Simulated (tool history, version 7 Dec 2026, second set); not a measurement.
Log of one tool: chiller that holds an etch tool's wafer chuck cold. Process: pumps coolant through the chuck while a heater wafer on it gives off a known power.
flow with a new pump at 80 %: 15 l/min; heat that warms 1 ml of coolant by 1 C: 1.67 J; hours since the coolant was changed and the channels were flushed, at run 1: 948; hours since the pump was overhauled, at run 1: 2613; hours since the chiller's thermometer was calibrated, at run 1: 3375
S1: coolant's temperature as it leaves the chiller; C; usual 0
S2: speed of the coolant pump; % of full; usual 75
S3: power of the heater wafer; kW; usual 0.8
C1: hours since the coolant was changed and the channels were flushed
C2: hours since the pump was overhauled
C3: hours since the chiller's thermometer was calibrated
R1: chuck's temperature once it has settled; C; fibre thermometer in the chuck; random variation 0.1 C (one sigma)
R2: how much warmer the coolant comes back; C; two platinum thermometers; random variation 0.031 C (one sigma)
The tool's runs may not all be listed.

Run 1, hour 0: usual settings; C1 948; C2 2613; C3 3375. Result: R1 6.1 C, R2 2.08 C.
Run 2, hour 53: usual settings; C1 1001; C2 2666; C3 3428. Result: R1 6 C, R2 2.05 C.
Run 3, hour 120.8: usual settings but S1 -6 C; C1 1069; C2 2733; C3 3496. Result: R1 0 C, R2 2.09 C.
Run 4, hour 204.3: usual settings but S1 -6 C; C1 1152; C2 2817; C3 3579. Result: R1 0 C, R2 2.11 C.
At hour 237.8: chiller's thermometer calibrated.
Run 5, hour 251.1: usual settings but S1 -6 C; C1 1198; C2 2863; C3 13. Result: R1 0.2 C, R2 2.09 C.
Run 6, hour 329.9: usual settings but S1 -6 C; C1 1277; C2 2942; C3 92. Result: R1 -0.1 C, R2 2.09 C.
Run 7, hour 393.6: usual settings but S1 -6 C; C1 1340; C2 3005; C3 156. Result: R1 0.1 C, R2 2.09 C.
Run 8, hour 474.5: usual settings but S1 -6 C; C1 1421; C2 3086; C3 237. Result: R1 0 C, R2 2.11 C.
Run 9, hour 546.6: usual settings but S1 -6 C; C1 1493; C2 3158; C3 309. Result: R1 0 C, R2 2.18 C.
Run 10, hour 647.1: usual settings but S1 -6 C; C1 1594; C2 3259; C3 409. Result: R1 0.1 C, R2 2.16 C.
Run 11, hour 741.7: usual settings but S2 62 % of full, S3 0.636 kW; C1 1689; C2 3353; C3 504. Result: R1 5.6 C, R2 2.07 C.
Run 12, hour 809.1: usual settings but S2 89 % of full, S3 0.437 kW; C1 1756; C2 3421; C3 571. Result: R1 2.9 C, R2 1.09 C.
Run 13, hour 892.8: usual settings but S1 7 C, S2 78 % of full, S3 0.47 kW; C1 1840; C2 3504; C3 655. Result: R1 10.4 C, R2 1.27 C.
Run 14, hour 963.5: usual settings but S1 7 C, S2 78 % of full, S3 0.47 kW; C1 1910; C2 3575; C3 726. Result: R1 10.3 C, R2 1.28 C.
Run 15, hour 1050.9: usual settings but S1 7 C, S2 78 % of full, S3 0.47 kW; C1 1998; C2 3663; C3 813. Result: R1 10.5 C, R2 1.37 C.
Run 16, hour 1131.4: usual settings but S1 7 C, S2 68 % of full, S3 0.47 kW; C1 2078; C2 3743; C3 894. Result: R1 10.7 C, R2 1.54 C.
Run 17, hour 1189: usual settings but S3 1.124 kW; C1 2136; C2 3801; C3 951. Result: R1 8.6 C, R2 3.06 C.

5 ways to go on from here, each from the tool as it stands after run 17. What would each give?
Run A, hour 1290.3: usual settings but S1 -4 C, S3 0.565 kW; C1 2237; C2 3902; C3 1053. Result: R1 ?, R2 ?.
Run B, hour 1290.3: usual settings but S2 87 % of full, S3 1.124 kW; C1 2237; C2 3902; C3 1053. Result: R1 ?, R2 ?.
Run C, hour 1290.3: usual settings but S2 78 % of full, S3 1.124 kW; C1 2237; C2 3902; C3 1053. Result: R1 ?, R2 ?.
Run D, hour 1290.3: usual settings but S3 1.152 kW; C1 2237; C2 3902; C3 1053. Result: R1 ?, R2 ?.
Run E, hour 1290.3: usual settings but S1 -9 C, S3 0.588 kW; C1 2237; C2 3902; C3 1053. Result: R1 ?, R2 ?.

run    R1    R2
  A   0.2  1.63
  B   7.4  2.66
  C   8.1  2.96
  D   8.7  3.16
  E  -4.9  1.68
Without the tool's hidden state the same runs would have given:
run   R1    R2
  A  0.1  1.46
  B  7.4  2.49
  C    8  2.79
  D  8.6  2.98
  E   -5   1.5
